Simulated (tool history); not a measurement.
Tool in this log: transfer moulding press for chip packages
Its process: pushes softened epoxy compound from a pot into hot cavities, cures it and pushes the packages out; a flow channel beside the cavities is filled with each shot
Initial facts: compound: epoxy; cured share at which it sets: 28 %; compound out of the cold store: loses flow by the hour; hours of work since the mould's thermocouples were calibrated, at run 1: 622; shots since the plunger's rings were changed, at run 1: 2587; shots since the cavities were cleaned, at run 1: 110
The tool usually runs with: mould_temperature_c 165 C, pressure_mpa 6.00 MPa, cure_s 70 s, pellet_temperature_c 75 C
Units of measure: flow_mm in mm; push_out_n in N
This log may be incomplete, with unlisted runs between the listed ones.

| run | hour | mould_temperature_c | pressure_mpa | cure_s | pellet_temperature_c | hours of work since the mould's thermocouples were calibrated | shots since the plunger's rings were changed | shots since the cavities were cleaned | incoming compound's hours out of the cold store | flow_mm | push_out_n |
|---|---|---|---|---|---|---|---|---|---|---|---|
| 1 | 0.0 | 165 | 6.00 | 70 | 75 | 622 | 2587 | 110 | 29.0 | 709 | 574 |
|  | 4.4 | plunger's sealing rings changed |
| 2 | 19.8 | 165 | 6.00 | 70 | 75 | 631 | 192 | 326 | 35.6 | 727 | 633 |
| 3 | 50.7 | 165 | 6.00 | 70 | 75 | 646 | 577 | 711 | 43.0 | 705 | 716 |
| 4 | 69.6 | 165 | 6.00 | 70 | 75 | 655 | 813 | 947 | 45.0 | 699 | 776 |
|  | 76.8 | cavities cleaned with cleaning compound and waxed |
| 5 | 88.5 | 165 | 6.00 | 70 | 75 | 664 | 1030 | 145 | 13.5 | 761 | 859 |
| 6 | 110.3 | 161 | 6.00 | 70 | 75 | 674 | 1302 | 417 | 39.3 | 714 | 1064 |
| 7 | 140.2 | 161 | 6.00 | 70 | 75 | 689 | 1674 | 789 | 25.6 | 739 | 1100 |
|  | 159.0 | cavities cleaned with cleaning compound and waxed |
| 8 | 173.4 | 161 | 6.00 | 70 | 75 | 705 | 2070 | 179 | 14.3 | 757 | 872 |
| 9 | 191.0 | 159 | 6.00 | 70 | 75 | 713 | 2289 | 398 | 12.8 | 764 | 1080 |
|  | 219.9 | plunger's sealing rings changed |
| 10 | 220.8 | 165 | 6.00 | 70 | 74 | 727 | 12 | 740 | 10.4 | 781 | 748 |
|  | 244.1 | cavities cleaned with cleaning compound and waxed |
| 11 | 253.4 | 165 | 6.00 | 70 | 74 | 742 | 398 | 115 | 22.2 | 752 | 592 |
|  | 267.0 | cavities cleaned with cleaning compound and waxed, once more |
| 12 | 275.4 | 158 | 6.00 | 70 | 75 | 752 | 655 | 105 | 8.1 | 799 | 1066 |
|  | 293.1 | mould's thermocouples calibrated |
| 13 | 301.6 | 165 | 6.38 | 70 | 75 | 4 | 956 | 406 | 25.9 | 767 | 754 |
| 14 | 329.3 | 165 | 6.38 | 70 | 75 | 18 | 1302 | 752 | 21.6 | 769 | 844 |
| 15 | 345.2 | 165 | 6.38 | 70 | 75 | 25 | 1500 | 950 | 22.6 | 766 | 891 |
|  | 351.7 | cavities cleaned with cleaning compound and waxed |
| 16 | 381.3 | 165 | 4.63 | 70 | 75 | 42 | 1931 | 369 | 22.1 | 647 | 742 |
| 17 | 402.2 | 168 | 5.62 | 70 | 70 | 53 | 2193 | 631 | 15.0 | 719 | 707 |
| 18 | 423.3 | 167 | 5.62 | 97 | 70 | 63 | 2456 | 894 | 46.0 | 654 | 521 |
|  | 433.5 | cavities cleaned with cleaning compound and waxed |
|  | 441.4 | plunger's sealing rings changed |
| 19 | 460.6 | 167 | 6.55 | 97 | 70 | 79 | 240 | 307 | 16.8 | 801 | 453 |
| 20 | 475.9 | 163 | 5.23 | 57 | 67 | 87 | 430 | 497 | 27.5 | 703 | 1604 |
| 21 | 511.4 | 165 | 5.69 | 98 | 75 | 104 | 873 | 940 | 16.5 | 746 | 534 |
|  | 518.0 | cavities cleaned with cleaning compound and waxed |
| 22 | 540.9 | 165 | 5.69 | 98 | 75 | 118 | 1223 | 286 | 44.0 | 685 | 468 |
| 23 | 570.3 | 165 | 5.75 | 75 | 82 | 132 | 1589 | 652 | 35.4 | 701 | 671 |
|  | 600.9 | cavities cleaned with cleaning compound and waxed |
| 24 | 608.6 | 169 | 6.00 | 70 | 75 | 150 | 2048 | 97 | 37.0 | 696 | 489 |
| 25 | 634.5 | 169 | 6.00 | 70 | 75 | 163 | 2371 | 420 | 10.6 | 749 | 595 |
|  | 658.4 | plunger's sealing rings changed |
| 26 | 672.3 | 171 | 4.62 | 70 | 75 | 180 | 173 | 860 | 24.3 | 649 | 610 |
|  | 686.0 | cavities cleaned with cleaning compound and waxed |
| 27 | 704.6 | 158 | 6.59 | 55 | 75 | 195 | 557 | 232 | 42.3 | 766 | 1766 |

Predict each of these 4 candidate next runs independently; none follows another, all start after run 27:
| A | 736.6 | 158 | 6.45 | 102 | 70 | 211 | 956 | 631 | 21.2 | ? | ? |
| B | 736.6 | 158 | 6.60 | 55 | 75 | 211 | 956 | 631 | 27.1 | ? | ? |
| C | 736.6 | 170 | 6.00 | 70 | 72 | 211 | 956 | 631 | 15.3 | ? | ? |
| D | 736.6 | 159 | 5.21 | 55 | 75 | 211 | 956 | 631 | 15.8 | ? | ? |

| run | flow_mm | push_out_n |
|---|---|---|
| A | 799 | 599 |
| B | 796 | 2201 |
| C | 758 | 612 |
| D | 729 | 2104 |
What these runs would have given with no unlogged condition in the tool:
| run | flow_mm | push_out_n |
|---|---|---|
| A | 813 | 455 |
| B | 809 | 1672 |
| C | 770 | 465 |
| D | 741 | 1599 |

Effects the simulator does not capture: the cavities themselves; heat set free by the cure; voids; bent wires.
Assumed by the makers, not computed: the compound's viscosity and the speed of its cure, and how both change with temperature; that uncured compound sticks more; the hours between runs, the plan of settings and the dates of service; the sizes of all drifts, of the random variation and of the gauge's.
